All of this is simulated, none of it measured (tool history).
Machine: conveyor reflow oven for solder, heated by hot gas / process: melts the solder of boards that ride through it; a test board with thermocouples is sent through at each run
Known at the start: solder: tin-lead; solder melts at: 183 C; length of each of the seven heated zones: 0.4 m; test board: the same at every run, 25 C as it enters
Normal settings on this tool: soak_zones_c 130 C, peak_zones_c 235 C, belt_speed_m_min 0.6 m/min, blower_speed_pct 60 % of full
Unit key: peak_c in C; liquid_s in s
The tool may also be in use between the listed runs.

Run 1, hour 0: usual settings. Result: peak_c 213.3 C, liquid_s 53 s.
Run 2, hour 8.9: usual settings. Result: peak_c 213.2 C, liquid_s 52.7 s.
Run 3, hour 22.2: usual settings. Result: peak_c 212.8 C, liquid_s 52.9 s.
Run 4, hour 43.6: usual settings. Result: peak_c 212.9 C, liquid_s 52.7 s.
Run 5, hour 58: usual settings. Result: peak_c 212.9 C, liquid_s 52.7 s.
Run 6, hour 72.2: usual settings. Result: peak_c 213.1 C, liquid_s 52.4 s.
Run 7, hour 92.3: usual settings. Result: peak_c 212.8 C, liquid_s 52.4 s.
Run 8, hour 103.6: usual settings. Result: peak_c 212.8 C, liquid_s 52.3 s.
Run 9, hour 122: usual settings but soak_zones_c 135 C, blower_speed_pct 70 % of full. Result: peak_c 216.1 C, liquid_s 57.8 s.
Run 10, hour 141.1: usual settings but soak_zones_c 135 C, blower_speed_pct 70 % of full. Result: peak_c 216 C, liquid_s 57.9 s.
Run 11, hour 165.6: usual settings but soak_zones_c 135 C, blower_speed_pct 70 % of full. Result: peak_c 215.9 C, liquid_s 57.4 s.
Run 12, hour 183: usual settings but soak_zones_c 134 C, peak_zones_c 227 C, blower_speed_pct 55 % of full. Result: peak_c 205 C, liquid_s 45.1 s.
Run 13, hour 204.2: usual settings but peak_zones_c 248 C. Result: peak_c 223.2 C, liquid_s 60.5 s.
Run 14, hour 222.8: usual settings but soak_zones_c 121 C, belt_speed_m_min 0.549 m/min, blower_speed_pct 68 % of full. Result: peak_c 215.9 C, liquid_s 58.2 s.
Run 15, hour 237: usual settings but belt_speed_m_min 0.589 m/min. Result: peak_c 212.8 C, liquid_s 53.5 s.
Run 16, hour 250.2: usual settings but belt_speed_m_min 0.589 m/min. Result: peak_c 212.5 C, liquid_s 52.9 s.

Not shown: 2 entries that the log had between the listed runs. Between which runs, and how does the tool's hidden state differ before and after?
After run 8, before run 9: belt drive overhauled, speed set with a stopwatch (hour 109.7)
  heat that the gas passes to the board, % of a clean oven's: 98.1 -> 97.9; belt's true speed, % of the reading: 99.68 -> 99.62; true gas temperature in zones 6 and 7 over the reading, C: -0.69 -> -0.71
  measured value less the no-hidden-state value, peak_c: -1 -> -1.1 C; liquid_s: -0.8 -> -0.8 s
After run 10, before run 11: belt drive overhauled, speed set with a stopwatch, once more (hour 156.7)
  heat that the gas passes to the board, % of a clean oven's: 97.6 -> 97.2; belt's true speed, % of the reading: 99.6 -> 99.97; true gas temperature in zones 6 and 7 over the reading, C: -0.72 -> -0.74
  measured value less the no-hidden-state value, peak_c: -1.2 -> -1.4 C; liquid_s: -0.8 -> -1.3 s
